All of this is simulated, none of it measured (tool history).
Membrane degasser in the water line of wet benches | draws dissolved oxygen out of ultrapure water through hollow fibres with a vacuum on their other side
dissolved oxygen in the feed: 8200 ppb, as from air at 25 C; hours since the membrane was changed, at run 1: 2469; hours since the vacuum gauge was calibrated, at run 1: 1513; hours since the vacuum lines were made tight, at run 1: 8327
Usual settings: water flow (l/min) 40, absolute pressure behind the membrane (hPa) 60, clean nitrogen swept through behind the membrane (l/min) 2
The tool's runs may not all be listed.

| run | hour | water flow (l/min) | absolute pressure behind the membrane (hPa) | clean nitrogen swept through behind the membrane (l/min) | hours since the membrane was changed | hours since the vacuum gauge was calibrated | hours since the vacuum lines were made tight | dissolved oxygen in the water behind the degasser (ppb) | pressure that the water loses in the fibres (hPa) |
|---|---|---|---|---|---|---|---|---|---|
| 1 | 0 | 40 | 60 | 2 | 2469 | 1513 | 8327 | 123.7 | 509.8 |
| 2 | 90 | 40 | 112.5 | 2 | 2559 | 1603 | 8417 | 350.2 | 508.3 |
| 3 | 171 | 40 | 60 | 2 | 2640 | 1684 | 8498 | 126.6 | 504.4 |
| 4 | 237.5 | 40 | 60 | 2 | 2707 | 1750 | 8564 | 125.6 | 510.1 |
| 5 | 379.3 | 40 | 60 | 2.34 | 2849 | 1892 | 8706 | 109.3 | 509.1 |
| 6 | 505 | 40 | 60 | 2.34 | 2974 | 2018 | 8832 | 109.1 | 511.9 |
| 7 | 646.6 | 40 | 60 | 2.34 | 3116 | 2159 | 8973 | 108.4 | 509.7 |
| 8 | 783.4 | 40 | 60 | 2.34 | 3253 | 2296 | 9110 | 110.9 | 509.9 |
| 9 | 889.8 | 40 | 111.8 | 2.34 | 3359 | 2402 | 9217 | 307.6 | 506.5 |
| 10 | 992.5 | 40 | 111.8 | 2.34 | 3462 | 2505 | 9319 | 308.8 | 506.9 |
| 11 | 1081.4 | 40 | 111.8 | 2.34 | 3551 | 2594 | 9408 | 299.2 | 511.3 |
| 12 | 1224.6 | 40 | 60 | 2 | 3694 | 2737 | 9551 | 126.2 | 506.3 |
| 13 | 1360.3 | 40 | 60 | 2 | 3830 | 2873 | 9687 | 123.6 | 511.2 |
| 14 | 1439.8 | 40 | 79.2 | 2 | 3909 | 2953 | 9767 | 209.3 | 505.2 |
| 15 | 1546.6 | 40 | 43.2 | 1.89 | 4016 | 3059 | 9873 | 55.6 | 506.9 |
| 16 | 1665.6 | 33 | 60 | 2 | 4135 | 3178 | 9992 | 104.5 | 419.3 |
| 17 | 1806.6 | 33 | 60 | 2 | 4276 | 3319 | 10133 | 106.5 | 418.1 |
| 18 | 1899.2 | 40 | 60 | 1.75 | 4368 | 3412 | 10226 | 141 | 503.7 |
| 19 | 2040.1 | 38 | 71.1 | 1.13 | 4509 | 3553 | 10367 | 263.8 | 485.9 |
| 20 | 2166 | 44 | 46.1 | 2 | 4635 | 3679 | 10493 | 71.3 | 557.7 |
| 21 | 2263.5 | 44 | 46.1 | 2 | 4733 | 3776 | 10590 | 70.7 | 559.9 |
| 22 | 2394.4 | 44 | 46.1 | 2 | 4864 | 3907 | 10721 | 71.5 | 560.4 |
| 23 | 2490.9 | 26 | 73.6 | 2 | 4960 | 4004 | 10818 | 123 | 330.2 |
| 24 | 2613.1 | 49 | 51.7 | 0.81 | 5082 | 4126 | 10940 | 218.3 | 624.7 |
| 25 | 2700.5 | 49 | 51.7 | 0.81 | 5170 | 4213 | 11027 | 217.9 | 622.6 |
| 26 | 2836.5 | 57 | 138.3 | 5.95 | 5306 | 4349 | 11163 | 242.3 | 724 |

5 ways to go on from here, each from the tool as it stands after run 26. What would each give?
| A | 2940.5 | 32 | 36.5 | 2 | 5410 | 4453 | 11267 | ? | ? |
| B | 2940.5 | 31 | 149.5 | 4.07 | 5410 | 4453 | 11267 | ? | ? |
| C | 2940.5 | 40 | 112.1 | 2 | 5410 | 4453 | 11267 | ? | ? |
| D | 2940.5 | 49 | 60 | 1.11 | 5410 | 4453 | 11267 | ? | ? |
| E | 2940.5 | 24 | 60 | 1.18 | 5410 | 4453 | 11267 | ? | ? |

| run | dissolved oxygen in the water behind the degasser (ppb) | pressure that the water loses in the fibres (hPa) |
|---|---|---|
| A | 17.5 | 405.9 |
| B | 209.6 | 394.1 |
| C | 346.7 | 504.5 |
| D | 244.6 | 621.2 |
| E | 126.2 | 305.9 |
Without the tool's hidden state the same runs would have given:
| run | dissolved oxygen in the water behind the degasser (ppb) | pressure that the water loses in the fibres (hPa) |
|---|---|---|
| A | 17.4 | 405.6 |
| B | 209.5 | 393.8 |
| C | 346.5 | 504.1 |
| D | 244.3 | 620.7 |
| E | 126 | 305.6 |
